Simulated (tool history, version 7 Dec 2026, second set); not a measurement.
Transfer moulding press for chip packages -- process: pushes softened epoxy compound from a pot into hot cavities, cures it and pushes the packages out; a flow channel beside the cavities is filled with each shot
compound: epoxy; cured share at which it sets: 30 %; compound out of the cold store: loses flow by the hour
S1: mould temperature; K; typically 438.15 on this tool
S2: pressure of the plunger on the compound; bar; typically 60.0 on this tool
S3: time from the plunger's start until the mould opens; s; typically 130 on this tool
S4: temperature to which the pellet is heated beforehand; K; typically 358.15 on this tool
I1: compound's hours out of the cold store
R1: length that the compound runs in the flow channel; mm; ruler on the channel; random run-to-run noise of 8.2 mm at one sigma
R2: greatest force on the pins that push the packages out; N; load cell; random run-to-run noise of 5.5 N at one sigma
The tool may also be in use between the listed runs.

run    day      S1    S2   S3      S4    I1    R1   R2
  1  0.000  438.15  60.0  130  358.15  40.7   859  192
  2  0.996  438.15  60.0  130  358.15  44.0   839  192
     1.462  -- cavities cleaned with cleaning compound and waxed
  3  1.538  438.15  60.0  130  358.15  33.0   907  194
  4  2.533  438.15  60.0  130  358.15  28.2   929  195
  5  3.208  438.15  60.0  130  358.15  36.9   866  193
  6  4.029  438.15  60.0  130  358.15  29.6   929  187
  7  4.492  438.15  60.0  130  358.15  37.4   886  178
  8  5.138  438.15  60.0  130  358.15  16.3  1003  192
  9  5.812  438.15  60.0  130  358.15  10.3  1052  184
     6.188  -- cavities cleaned with cleaning compound and waxed
 10  6.683  438.15  45.6  125  355.15  21.9   846  202
 11  7.217  438.15  60.0  120  358.15  13.8  1020  203
 12  7.642  442.15  62.2  114  362.15  12.3  1024  188
 13  8.621  432.15  62.2  114  362.15  30.7   970  274
 14  9.600  438.15  60.0  166  358.15  38.6   857  186

Alternative continuations, all from the tool just after run 14; predict every row:
  A  10.192  438.15  60.0  157  358.15  36.4   ?   ?
  B  10.192  438.15  60.0  130  366.15  36.5   ?   ?
  C  10.192  436.15  60.0  150  367.15  20.4   ?   ?
  D  10.192  438.15  74.4  130  358.15  45.2   ?   ?
  E  10.192  435.15  60.0  145  361.15  23.5   ?   ?

run    R1   R2
  A   881  177
  B   883  184
  C  1000  188
  D   927  193
  E   989  186
With the hidden condition removed and each run's random variation left untouched, the same runs would have given:
run    R1   R2
  A   881  176
  B   883  183
  C  1000  187
  D   927  192
  E   990  185
